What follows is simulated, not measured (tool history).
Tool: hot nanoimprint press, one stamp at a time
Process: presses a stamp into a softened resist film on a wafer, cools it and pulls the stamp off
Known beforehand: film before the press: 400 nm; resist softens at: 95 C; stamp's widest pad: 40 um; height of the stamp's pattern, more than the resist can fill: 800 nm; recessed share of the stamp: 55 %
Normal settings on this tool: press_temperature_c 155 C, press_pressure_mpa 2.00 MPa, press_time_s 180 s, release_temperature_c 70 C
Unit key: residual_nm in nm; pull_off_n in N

Run 1, hour 0.0: usual settings. Result: residual_nm 212.4 nm, pull_off_n 200 N.
Run 2, hour 6.0: usual settings. Result: residual_nm 206.5 nm, pull_off_n 210 N.
Run 3, hour 11.6: usual settings. Result: residual_nm 209.6 nm, pull_off_n 204 N.
Run 4, hour 15.7: usual settings. Result: residual_nm 213.1 nm, pull_off_n 203 N.
Run 5, hour 22.3: usual settings but release_temperature_c 58 C. Result: residual_nm 212.0 nm, pull_off_n 278 N.
Run 6, hour 27.3: usual settings but release_temperature_c 58 C. Result: residual_nm 211.3 nm, pull_off_n 278 N.
Run 7, hour 31.7: usual settings. Result: residual_nm 211.2 nm, pull_off_n 211 N.
Run 8, hour 38.9: usual settings. Result: residual_nm 211.0 nm, pull_off_n 200 N.
Run 9, hour 45.1: usual settings. Result: residual_nm 211.0 nm, pull_off_n 203 N.
Run 10, hour 53.4: usual settings but press_temperature_c 164 C. Result: residual_nm 141.3 nm, pull_off_n 211 N.
Run 11, hour 60.9: usual settings. Result: residual_nm 208.7 nm, pull_off_n 209 N.
Run 12, hour 68.2: usual settings. Result: residual_nm 213.1 nm, pull_off_n 209 N.
At hour 78.3: stamp cleaned and given a new release coat.
Run 13, hour 81.8: usual settings. Result: residual_nm 214.2 nm, pull_off_n 175 N.
Run 14, hour 86.4: usual settings. Result: residual_nm 209.7 nm, pull_off_n 171 N.
Run 15, hour 92.4: usual settings. Result: residual_nm 211.8 nm, pull_off_n 171 N.
Run 16, hour 101.2: usual settings but press_time_s 133 s. Result: residual_nm 236.8 nm, pull_off_n 171 N.
Run 17, hour 108.1: usual settings but press_time_s 205 s. Result: residual_nm 203.0 nm, pull_off_n 173 N.
Run 18, hour 116.9: usual settings but press_temperature_c 145 C, press_pressure_mpa 1.53 MPa, press_time_s 235 s, release_temperature_c 63 C. Result: residual_nm 313.9 nm, pull_off_n 207 N.
Run 19, hour 124.3: usual settings but press_temperature_c 152 C, press_pressure_mpa 1.65 MPa, press_time_s 223 s, release_temperature_c 63 C. Result: residual_nm 243.6 nm, pull_off_n 211 N.
Run 20, hour 131.1: usual settings but press_temperature_c 163 C, press_pressure_mpa 2.51 MPa, press_time_s 177 s, release_temperature_c 60 C. Result: residual_nm 135.7 nm, pull_off_n 218 N.
Run 21, hour 135.4: usual settings but press_temperature_c 154 C, press_time_s 181 s. Result: residual_nm 225.3 nm, pull_off_n 176 N.
Run 22, hour 142.5: usual settings but press_temperature_c 154 C, press_time_s 283 s, release_temperature_c 72 C. Result: residual_nm 189.5 nm, pull_off_n 170 N.
Run 23, hour 147.0: usual settings but press_temperature_c 154 C, press_time_s 283 s, release_temperature_c 72 C. Result: residual_nm 191.3 nm, pull_off_n 167 N.
Run 24, hour 155.0: usual settings but press_temperature_c 149 C, press_pressure_mpa 1.57 MPa, press_time_s 311 s, release_temperature_c 72 C. Result: residual_nm 249.8 nm, pull_off_n 167 N.
Run 25, hour 160.6: usual settings but press_temperature_c 162 C, press_pressure_mpa 1.57 MPa, press_time_s 153 s, release_temperature_c 73 C. Result: residual_nm 187.2 nm, pull_off_n 166 N.
Run 26, hour 164.9: usual settings but press_temperature_c 162 C, press_pressure_mpa 1.67 MPa, press_time_s 153 s, release_temperature_c 73 C. Result: residual_nm 180.8 nm, pull_off_n 164 N.
Run 27, hour 169.2: usual settings but press_temperature_c 162 C, press_pressure_mpa 1.67 MPa, press_time_s 153 s, release_temperature_c 73 C. Result: residual_nm 184.5 nm, pull_off_n 168 N.
Run 28, hour 175.3: usual settings but press_temperature_c 166 C, press_time_s 303 s, release_temperature_c 56 C. Result: residual_nm 103.3 nm, pull_off_n 252 N.
Run 29, hour 182.5: usual settings but press_temperature_c 162 C, press_pressure_mpa 1.90 MPa, press_time_s 273 s. Result: residual_nm 135.6 nm, pull_off_n 181 N.
Run 30, hour 188.3: usual settings but press_temperature_c 166 C, press_pressure_mpa 2.25 MPa, press_time_s 157 s, release_temperature_c 55 C. Result: residual_nm 131.7 nm, pull_off_n 261 N.
Run 31, hour 193.5: usual settings but press_temperature_c 166 C, press_pressure_mpa 2.25 MPa, press_time_s 157 s, release_temperature_c 55 C. Result: residual_nm 131.7 nm, pull_off_n 261 N.

Forecast each of these 3 alternatives for the next run:
Run A, hour 201.2: usual settings but press_temperature_c 158 C, press_pressure_mpa 2.25 MPa, press_time_s 157 s, release_temperature_c 55 C. Result: residual_nm ?, pull_off_n ?.
Run B, hour 201.2: usual settings but press_temperature_c 161 C, press_pressure_mpa 2.25 MPa, press_time_s 208 s, release_temperature_c 74 C. Result: residual_nm ?, pull_off_n ?.
Run C, hour 201.2: usual settings but press_temperature_c 152 C, press_pressure_mpa 2.25 MPa, press_time_s 127 s, release_temperature_c 55 C. Result: residual_nm ?, pull_off_n ?.

run  residual_nm  pull_off_n
  A        190.1         264
  B        149.0         167
  C        257.9         253
Without the tool's hidden state the same runs would have given:
run  residual_nm  pull_off_n
  A        183.0         244
  B        143.2         153
  C        249.9         234
